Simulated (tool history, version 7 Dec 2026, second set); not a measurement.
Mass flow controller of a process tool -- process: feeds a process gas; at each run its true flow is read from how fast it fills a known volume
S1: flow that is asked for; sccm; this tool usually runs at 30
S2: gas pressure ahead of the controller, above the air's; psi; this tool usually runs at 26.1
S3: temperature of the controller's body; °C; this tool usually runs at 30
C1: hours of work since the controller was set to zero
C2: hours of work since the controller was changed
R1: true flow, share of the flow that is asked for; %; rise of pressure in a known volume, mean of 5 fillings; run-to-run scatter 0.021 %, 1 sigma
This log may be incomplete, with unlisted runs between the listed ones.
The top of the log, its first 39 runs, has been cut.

{"run": 40, "hour": 9659.9, "S1": 30, "S2": 30.3, "S3": 25, "C1": 1364, "C2": 9334, "R1": 100.14}
{"run": 41, "hour": 10017.4, "S1": 26, "S2": 24.9, "S3": 33, "C1": 1605, "C2": 9575, "R1": 99.3}
{"run": 42, "hour": 10227.2, "S1": 40, "S2": 26.1, "S3": 21, "C1": 1747, "C2": 9717, "R1": 100.67}
{"run": 43, "hour": 10583.4, "S1": 40, "S2": 26.1, "S3": 21, "C1": 1988, "C2": 9958, "R1": 100.63}
{"run": 44, "hour": 10775.3, "S1": 16, "S2": 26.1, "S3": 26, "C1": 2118, "C2": 10088, "R1": 99.58}
{"run": 45, "hour": 11070.9, "S1": 16, "S2": 38.9, "S3": 35, "C1": 2317, "C2": 10288, "R1": 98.83}
{"run": 46, "hour": 11386.2, "S1": 16, "S2": 38.9, "S3": 35, "C1": 2531, "C2": 10501, "R1": 98.81}
{"run": 47, "hour": 11582.3, "S1": 16, "S2": 38.9, "S3": 35, "C1": 2663, "C2": 10633, "R1": 98.78}
{"run": 48, "hour": 11845.4, "S1": 16, "S2": 38.9, "S3": 35, "C1": 2841, "C2": 10811, "R1": 98.75}

Forecast each of these 3 alternatives for the next run:
{"run": "A", "hour": 12010.5, "S1": 16, "S2": 22.2, "S3": 32, "C1": 2953, "C2": 10923, "R1": "?"}
{"run": "B", "hour": 12010.5, "S1": 12, "S2": 38.9, "S3": 26, "C1": 2953, "C2": 10923, "R1": "?"}
{"run": "C", "hour": 12010.5, "S1": 6, "S2": 26.1, "S3": 30, "C1": 2953, "C2": 10923, "R1": "?"}

run=A R1=98.89
run=B R1=99.27
run=C R1=97.81
With no hidden state in the tool, these same runs would have given:
run=A R1=98.90
run=B R1=99.51
run=C R1=98.94
